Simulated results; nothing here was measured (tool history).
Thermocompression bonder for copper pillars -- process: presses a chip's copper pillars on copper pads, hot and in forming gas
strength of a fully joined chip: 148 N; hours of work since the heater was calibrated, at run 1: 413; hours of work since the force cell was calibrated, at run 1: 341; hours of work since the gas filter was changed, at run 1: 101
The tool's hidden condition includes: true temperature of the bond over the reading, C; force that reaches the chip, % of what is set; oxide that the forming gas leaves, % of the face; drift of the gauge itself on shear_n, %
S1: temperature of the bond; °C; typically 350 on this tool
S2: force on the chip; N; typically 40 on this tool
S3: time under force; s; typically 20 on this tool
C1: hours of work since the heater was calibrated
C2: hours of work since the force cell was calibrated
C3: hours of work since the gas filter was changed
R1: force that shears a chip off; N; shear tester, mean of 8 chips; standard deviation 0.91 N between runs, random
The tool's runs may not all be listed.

run,hour,S1,S2,S3,C1,C2,C3,R1
1,0,350,40,20,413,341,101,92.3
2,13.4,350,40,55,419,347,107,118.6
3,38.5,322,40,20,431,358,118,76.9
4,66.3,322,40,20,443,371,131,77.5
5,96.7,322,40,20,457,384,144,77
6,127.9,322,40,20,471,398,158,76.7
7,142,350,40,14,477,405,165,82.2
8,156,350,40,14,483,411,171,82.2
9,178,350,40,14,493,421,181,82.9
# hour 180.1: forming gas filter changed
10,196.1,350,46,20,501,429,7,106.4
11,218.8,350,40,20,511,439,17,95
12,242.7,350,40,19,522,449,28,94.8
13,271.6,350,40,19,535,462,41,94.6
14,303.2,350,40,19,549,477,55,94.5
15,334.6,337,40,20,563,491,69,88.8
16,354.2,337,40,12,572,499,78,75.3
17,382.6,350,41,20,584,512,91,97.4
18,400.2,350,40,20,592,520,98,95
19,417.7,350,40,20,600,528,106,93.9
20,436.5,350,40,20,608,536,115,93.8
21,466.1,350,40,20,622,549,128,93.8
22,487.6,350,31,32,631,559,138,88.7
23,513.5,350,31,32,643,571,149,87.4
24,539.2,350,31,32,654,582,161,86.8
25,563,350,40,10,665,593,171,75.9
# hour 587.2: forming gas filter changed
26,592.9,350,40,10,678,606,3,79.9
27,624.6,350,40,10,692,620,17,78.9
28,647.7,350,40,10,703,630,27,79
29,666.9,347,30,18,711,639,36,72.7
30,692.9,359,34,14,723,651,47,80.8
31,724.5,367,38,20,737,665,61,100
32,753.3,330,29,20,750,678,74,63.3
33,766.7,350,27,20,756,684,80,70.7
34,789.6,350,27,20,766,694,91,70.1
35,817.8,349,40,44,779,706,103,114.8
36,845.5,370,40,47,791,719,116,123.2
37,870.3,370,40,47,802,730,127,123.7
# hour 874.1: force cell calibrated
38,899.4,327,54,51,815,11,139,121.9
39,917.9,327,54,51,823,20,147,121
40,935.9,327,54,51,831,28,155,119.1
41,954,327,54,51,839,36,163,123.2

What differs in the tool's unlogged condition from the final listed run ahead of each entry between runs to the first listed run following it?
In the gap between runs 9 and 10: forming gas filter changed (hour 180.1)
  true temperature of the bond over the reading, C: 3.8 -> 3.9; force that reaches the chip, % of what is set: 102.4 -> 102.5; oxide that the forming gas leaves, % of the face: 5.45 -> 0.7
  the result without the hidden state subtracted from the measured one, R1: -0.7 -> +3.5 N
In the gap between runs 25 and 26: forming gas filter changed (hour 587.2)
  true temperature of the bond over the reading, C: 5.3 -> 5.5; force that reaches the chip, % of what is set: 103.3 -> 103.4; oxide that the forming gas leaves, % of the face: 5.55 -> 0.69
  the result without the hidden state subtracted from the measured one, R1: +0.9 -> +4.9 N
In the gap between runs 37 and 38: force cell calibrated (hour 874.1)
  true temperature of the bond over the reading, C: 6.6 -> 6.7; force that reaches the chip, % of what is set: 104 -> 100.3; oxide that the forming gas leaves, % of the face: 4.3 -> 4.7
  the result without the hidden state subtracted from the measured one, R1: -0.3 -> -2.2 N
